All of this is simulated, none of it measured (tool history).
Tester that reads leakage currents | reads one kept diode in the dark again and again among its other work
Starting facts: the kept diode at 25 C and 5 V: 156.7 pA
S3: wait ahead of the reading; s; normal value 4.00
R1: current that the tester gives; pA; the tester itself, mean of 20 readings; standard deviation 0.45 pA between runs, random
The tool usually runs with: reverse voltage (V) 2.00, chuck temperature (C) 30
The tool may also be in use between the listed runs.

{"run": 1, "hour": 0.0, "reverse voltage (V)": 2.0, "chuck temperature (C)": 30, "S3": 4.0, "R1": 151.49}
{"run": 2, "hour": 103.0, "reverse voltage (V)": 2.0, "chuck temperature (C)": 30, "S3": 4.0, "R1": 151.25}
{"run": 3, "hour": 323.3, "reverse voltage (V)": 2.0, "chuck temperature (C)": 30, "S3": 0.43, "R1": 149.24}
{"run": 4, "hour": 472.8, "reverse voltage (V)": 2.0, "chuck temperature (C)": 30, "S3": 0.43, "R1": 147.23}
{"hour": 494.2, "done": "tester calibrated"}
{"run": 5, "hour": 667.8, "reverse voltage (V)": 2.0, "chuck temperature (C)": 30, "S3": 0.43, "R1": 147.32}
{"hour": 813.6, "done": "probe card cleaned and baked"}
{"run": 6, "hour": 875.3, "reverse voltage (V)": 2.0, "chuck temperature (C)": 30, "S3": 0.43, "R1": 139.51}
{"hour": 973.6, "done": "tester calibrated, once more"}
{"run": 7, "hour": 1012.0, "reverse voltage (V)": 2.86, "chuck temperature (C)": 30, "S3": 2.2, "R1": 167.44}
{"run": 8, "hour": 1147.3, "reverse voltage (V)": 2.67, "chuck temperature (C)": 55, "S3": 1.61, "R1": 1393.94}
{"run": 9, "hour": 1263.3, "reverse voltage (V)": 2.0, "chuck temperature (C)": 40, "S3": 4.0, "R1": 332.98}
{"run": 10, "hour": 1356.9, "reverse voltage (V)": 7.03, "chuck temperature (C)": 40, "S3": 3.12, "R1": 681.3}
{"run": 11, "hour": 1569.4, "reverse voltage (V)": 1.09, "chuck temperature (C)": 32, "S3": 0.45, "R1": 111.53}
{"run": 12, "hour": 1756.2, "reverse voltage (V)": 1.09, "chuck temperature (C)": 32, "S3": 0.45, "R1": 111.09}

Below, some changes in R1 between adjacent runs. For each, the amount present without the hidden state too (settings, incoming material, random variation) and the amount remaining for the hidden state with gauge scatter not shared by both compared results:
The hidden state here: stray current of the dirty probe card, pA a volt; current scale over the true one, %; true chuck temperature over the reading, C; drift of the gauge itself on leakage_pa, %.
Run 7 -> 8: reverse voltage (V) 2.86 -> 2.67, chuck temperature (C) 30 -> 55, S3 2.20 -> 1.61. R1 +1226.50 pA: hidden state -115.74, all else +1342.24.
